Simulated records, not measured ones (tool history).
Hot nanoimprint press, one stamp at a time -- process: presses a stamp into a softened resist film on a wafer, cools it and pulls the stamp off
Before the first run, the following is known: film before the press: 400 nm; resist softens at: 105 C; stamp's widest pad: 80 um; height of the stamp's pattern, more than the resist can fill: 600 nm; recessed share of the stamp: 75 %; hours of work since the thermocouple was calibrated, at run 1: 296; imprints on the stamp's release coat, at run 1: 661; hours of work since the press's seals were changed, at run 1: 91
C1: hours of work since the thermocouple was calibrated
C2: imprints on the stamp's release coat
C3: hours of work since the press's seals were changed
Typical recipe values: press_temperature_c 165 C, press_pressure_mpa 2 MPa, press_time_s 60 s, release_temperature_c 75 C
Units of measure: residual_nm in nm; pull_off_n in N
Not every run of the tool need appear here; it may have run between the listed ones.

Run 1, hour 0: usual settings; C1 296; C2 661; C3 91. Result: residual_nm 144.4 nm, pull_off_n 143.4 N.
Run 2, hour 7.2: usual settings; C1 299; C2 674; C3 94. Result: residual_nm 144.7 nm, pull_off_n 145.5 N.
Run 3, hour 17.5: usual settings; C1 303; C2 693; C3 98. Result: residual_nm 144.6 nm, pull_off_n 143.4 N.
Run 4, hour 26.2: usual settings; C1 306; C2 709; C3 101. Result: residual_nm 145 nm, pull_off_n 145.2 N.
At hour 36.8: stamp cleaned and given a new release coat.
Run 5, hour 42.8: usual settings; C1 311; C2 11; C3 106. Result: residual_nm 144.5 nm, pull_off_n 129.3 N.
Run 6, hour 47.7: usual settings; C1 313; C2 20; C3 108. Result: residual_nm 145 nm, pull_off_n 130.5 N.
Run 7, hour 57.9: usual settings but press_time_s 32 s; C1 317; C2 38; C3 112. Result: residual_nm 179.4 nm, pull_off_n 130.7 N.
Run 8, hour 69.1: usual settings but press_time_s 32 s; C1 321; C2 59; C3 116. Result: residual_nm 178 nm, pull_off_n 132.4 N.
Run 9, hour 79.6: usual settings but press_time_s 32 s; C1 326; C2 78; C3 120. Result: residual_nm 179.2 nm, pull_off_n 131.4 N.
Run 10, hour 85: usual settings but press_time_s 32 s; C1 328; C2 88; C3 123. Result: residual_nm 178.3 nm, pull_off_n 132.1 N.
Run 11, hour 94.6: usual settings; C1 332; C2 105; C3 126. Result: residual_nm 144.2 nm, pull_off_n 132.2 N.
Run 12, hour 102.2: usual settings; C1 335; C2 119; C3 129. Result: residual_nm 144.2 nm, pull_off_n 132.7 N.
Run 13, hour 109.9: usual settings but press_time_s 47 s; C1 338; C2 133; C3 133. Result: residual_nm 156.8 nm, pull_off_n 132.9 N.
Run 14, hour 120.8: usual settings but press_time_s 47 s; C1 342; C2 153; C3 137. Result: residual_nm 155.8 nm, pull_off_n 132.9 N.
Run 15, hour 127.4: usual settings but press_time_s 47 s; C1 345; C2 165; C3 140. Result: residual_nm 156.6 nm, pull_off_n 132.1 N.
Run 16, hour 137.5: usual settings but press_pressure_mpa 1.4 MPa, press_time_s 35 s, release_temperature_c 67 C; C1 349; C2 184; C3 144. Result: residual_nm 210.3 nm, pull_off_n 149.6 N.
Run 17, hour 143.4: usual settings but press_pressure_mpa 1.4 MPa, press_time_s 35 s, release_temperature_c 67 C; C1 351; C2 195; C3 146. Result: residual_nm 210 nm, pull_off_n 150.3 N.
Run 18, hour 153: usual settings but press_pressure_mpa 1.4 MPa, press_time_s 35 s, release_temperature_c 67 C; C1 355; C2 212; C3 150. Result: residual_nm 209.3 nm, pull_off_n 149.8 N.
Run 19, hour 163: usual settings but press_temperature_c 170 C, press_pressure_mpa 1.77 MPa, press_time_s 89 s, release_temperature_c 78 C; C1 359; C2 231; C3 154. Result: residual_nm 117.3 nm, pull_off_n 129.8 N.
Run 20, hour 172.5: usual settings but press_temperature_c 170 C, press_pressure_mpa 1.77 MPa, press_time_s 89 s, release_temperature_c 78 C; C1 363; C2 248; C3 158. Result: residual_nm 117.3 nm, pull_off_n 128.3 N.
Run 21, hour 184.1: usual settings but press_temperature_c 170 C, press_pressure_mpa 1.77 MPa, press_time_s 89 s, release_temperature_c 78 C; C1 368; C2 269; C3 162. Result: residual_nm 117.7 nm, pull_off_n 130.4 N.
Run 22, hour 194.2: usual settings but press_temperature_c 158 C, release_temperature_c 72 C; C1 372; C2 288; C3 166. Result: residual_nm 178.1 nm, pull_off_n 140.7 N.
Run 23, hour 202.8: usual settings but press_time_s 106 s; C1 375; C2 303; C3 170. Result: residual_nm 117.6 nm, pull_off_n 136 N.
Run 24, hour 208.6: usual settings but press_pressure_mpa 1.98 MPa; C1 377; C2 314; C3 172. Result: residual_nm 144.3 nm, pull_off_n 135.3 N.
Run 25, hour 216.8: usual settings but press_pressure_mpa 1.98 MPa; C1 381; C2 329; C3 176. Result: residual_nm 144.3 nm, pull_off_n 136.9 N.
Run 26, hour 221.6: usual settings but press_pressure_mpa 2.31 MPa, press_time_s 47 s, release_temperature_c 67 C; C1 383; C2 338; C3 178. Result: residual_nm 143.5 nm, pull_off_n 154.4 N.
Run 27, hour 226.3: usual settings but press_temperature_c 169 C, press_pressure_mpa 1.45 MPa, press_time_s 33 s, release_temperature_c 65 C; C1 385; C2 346; C3 179. Result: residual_nm 188.7 nm, pull_off_n 156.3 N.
Run 28, hour 231.2: usual settings but press_temperature_c 159 C, press_time_s 70 s; C1 386; C2 355; C3 181. Result: residual_nm 163.4 nm, pull_off_n 136.2 N.
Run 29, hour 242.9: usual settings but press_temperature_c 160 C, press_pressure_mpa 1.9 MPa, press_time_s 67 s; C1 391; C2 377; C3 186. Result: residual_nm 164.7 nm, pull_off_n 137.5 N.

Each row is a separate what-if for the run after 29, all from the same tool condition, not one after another. Results?
Run A, hour 251.8: usual settings but press_temperature_c 160 C, press_pressure_mpa 1.57 MPa, press_time_s 67 s, release_temperature_c 70 C; C1 395; C2 393; C3 190. Result: residual_nm ?, pull_off_n ?.
Run B, hour 251.8: usual settings but press_temperature_c 153 C, press_pressure_mpa 1.38 MPa, press_time_s 67 s, release_temperature_c 64 C; C1 395; C2 393; C3 190. Result: residual_nm ?, pull_off_n ?.
Run C, hour 251.8: usual settings but press_temperature_c 175 C, press_time_s 31 s; C1 395; C2 393; C3 190. Result: residual_nm ?, pull_off_n ?.
Run D, hour 251.8: usual settings but press_temperature_c 158 C, press_time_s 32 s; C1 395; C2 393; C3 190. Result: residual_nm ?, pull_off_n ?.

run  residual_nm  pull_off_n
  A        184.9       148.4
  B          242       159.7
  C        137.8       137.5
  D        215.8       138.7
With no hidden state in the tool, these same runs would have given:
run  residual_nm  pull_off_n
  A        193.7       142.8
  B        253.4       153.4
  C        142.7       132.6
  D        225.2       133.7
